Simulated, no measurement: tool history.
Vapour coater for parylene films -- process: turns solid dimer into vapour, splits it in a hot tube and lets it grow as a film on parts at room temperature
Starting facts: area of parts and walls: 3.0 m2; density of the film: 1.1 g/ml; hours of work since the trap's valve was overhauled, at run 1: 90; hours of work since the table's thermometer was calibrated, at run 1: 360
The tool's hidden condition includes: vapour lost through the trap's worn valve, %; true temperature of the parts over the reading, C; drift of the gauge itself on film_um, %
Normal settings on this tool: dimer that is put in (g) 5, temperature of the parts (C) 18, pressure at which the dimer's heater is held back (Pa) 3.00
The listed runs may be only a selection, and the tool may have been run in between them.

run,day,dimer that is put in (g),temperature of the parts (C),pressure at which the dimer's heater is held back (Pa),hours of work since the trap's valve was overhauled,hours of work since the table's thermometer was calibrated,thickness of the film (um)
1,0.000,5,18,3.00,90,360,1.18
2,0.646,5,18,3.00,100,369,1.16
3,1.721,5,18,3.00,115,384,1.12
4,2.638,5,18,3.00,127,397,1.12
5,3.288,5,18,3.00,137,406,1.16
6,4.317,5,18,2.53,151,420,1.17
7,4.933,5,18,2.53,160,429,1.17
8,5.904,5,18,2.53,173,443,1.15
9,6.908,5,18,2.53,187,457,1.14
10,7.421,5,18,2.53,195,464,1.19
11,8.050,5,18,3.00,203,473,1.14
12,8.562,5,18,3.00,211,480,1.09
13,9.254,5,18,3.00,220,490,1.13
14,10.162,5,18,3.00,233,502,1.12
15,10.867,5,18,3.00,243,512,1.11
16,11.817,5,18,3.00,256,526,1.10
17,12.600,5,18,3.00,267,537,1.08
18,13.488,5,18,3.00,280,549,1.04
19,14.358,5,18,3.00,292,561,1.06
# day 14.612: trap's valve overhauled
20,15.242,3,18,3.00,9,571,0.71
21,16.188,2,18,3.00,22,585,0.46
22,17.000,2,18,3.00,33,596,0.45
23,17.983,2,18,3.00,47,610,0.47
24,18.683,2,11,3.00,57,620,0.58
25,19.517,2,11,3.00,69,631,0.57
26,20.404,2,11,3.00,81,644,0.56
27,20.888,2,11,3.00,88,651,0.61
28,21.554,2,11,3.00,97,660,0.57
29,22.225,5,20,6.44,107,669,0.90
30,22.912,5,25,3.00,116,679,0.84
31,23.571,3,18,3.97,126,688,0.67
32,24.625,5,18,2.98,140,703,1.15
33,25.196,5,26,3.00,148,711,0.77
34,25.850,5,26,3.00,158,720,0.75
35,26.483,3,17,3.00,167,729,0.71
36,27.521,6,11,3.32,181,744,1.64
37,28.392,3,10,3.00,193,756,0.84
38,28.967,3,10,3.00,201,764,0.79
39,30.033,3,10,3.00,216,779,0.79
40,30.867,3,10,3.00,228,791,0.84
41,31.517,3,10,3.00,237,800,0.83
42,32.225,3,23,8.62,247,810,0.41
43,33.288,5,18,3.00,262,825,1.10
44,33.971,5,18,3.00,272,834,1.10
45,34.462,7,13,2.29,279,841,1.88
46,35.325,7,18,3.61,291,853,1.44
# day 35.679: trap's valve overhauled
47,36.433,3,27,5.35,11,866,0.40

Alternative continuations, all from the tool just after run 47; predict every row:
A,37.042,3,29,6.81,19,875,?
B,37.042,2,18,3.00,19,875,?
C,37.042,2,13,10.25,19,875,?
D,37.042,3,18,9.34,19,875,?

run,thickness of the film (um)
A,0.33
B,0.47
C,0.46
D,0.60
Without the tool's unlogged condition, the same runs would have read:
run,thickness of the film (um)
A,0.34
B,0.48
C,0.47
D,0.61
